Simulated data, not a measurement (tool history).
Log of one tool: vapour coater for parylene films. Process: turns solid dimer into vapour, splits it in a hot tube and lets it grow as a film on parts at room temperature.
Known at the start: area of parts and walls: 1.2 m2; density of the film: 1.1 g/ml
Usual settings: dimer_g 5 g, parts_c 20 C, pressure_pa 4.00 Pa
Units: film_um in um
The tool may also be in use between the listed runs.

run    hour  dimer_g  parts_c  pressure_pa  film_um
  1     0.0        5       20         4.00    1.869
  2    61.3        5       20         4.00    1.874
  3    97.7        5       20         9.12    1.615
  4   155.8        3       20         9.12    0.961
  5   184.8        3       20         9.12    0.982
  6   222.5        2       20         4.00    0.749
  7   284.9        2       20         4.00    0.762
  8   340.6        2       17         4.00    0.870
  9   385.5        2       17         4.00    0.889
 10   425.8        2       17         4.00    0.859
 11   489.2        2       17         4.00    0.870
 12   541.3        2       17         4.00    0.878
 13   576.5        2       17         4.00    0.865
 14   639.5        2       17         4.00    0.854
 15   679.8        2       17         4.00    0.860
 16   739.6        2       17         4.00    0.845
 17   797.0        2       20         4.00    0.743
 18   869.2        6       12         4.00    3.298
 19   932.6        6       12         3.97    3.296
 20   968.4        6       12         3.97    3.285
 21  1003.7        6       12         3.97    3.287
 22  1042.3        5       13         2.21    2.861
 23  1101.1        9       18         5.97    3.510
 24  1166.6        2       15         3.31    0.984
 25  1213.9        5       31         4.00    1.169
 26  1256.5        2       17         4.10    0.870
 27  1294.8        6       14         3.00    3.092
 28  1359.3        6       14         3.00    3.089
 29  1395.2        4       20         3.82    1.509
 30  1452.5        3       16         4.00    1.408
 31  1507.5        4       21         4.00    1.391
 32  1541.8        5       27         4.00    1.338
 33  1589.9        3       15         4.57    1.335
 34  1652.8        3       15         4.57    1.320

Not shown: 4 entries that the log had between the listed runs. Between which runs, and how does the tool's hidden state differ before and after?
Between runs 6 and 7: trap's valve overhauled (hour 261.9)
  vapour lost through the trap's worn valve, %: 4.2 -> 0.3; true temperature of the parts over the reading, C: -1.05 -> -1.08
  measured less the result without the state, film_um: +0.003 -> +0.033 um
Between runs 17 and 18: trap's valve overhauled (hour 833.4)
  vapour lost through the trap's worn valve, %: 4.1 -> 0.5; true temperature of the parts over the reading, C: -1.28 -> -1.31
  measured less the result without the state, film_um: +0.011 -> +0.169 um
Between runs 29 and 30: trap's valve overhauled (hour 1402.8)
  vapour lost through the trap's worn valve, %: 4.4 -> 0.5; true temperature of the parts over the reading, C: -1.51 -> -1.54
  measured less the result without the state, film_um: +0.033 -> +0.085 um
Between runs 30 and 31: table's thermometer calibrated (hour 1482.0)
  vapour lost through the trap's worn valve, %: 0.5 -> 1; true temperature of the parts over the reading, C: -1.54 -> -0.06
  measured less the result without the state, film_um: +0.085 -> -0.010 um
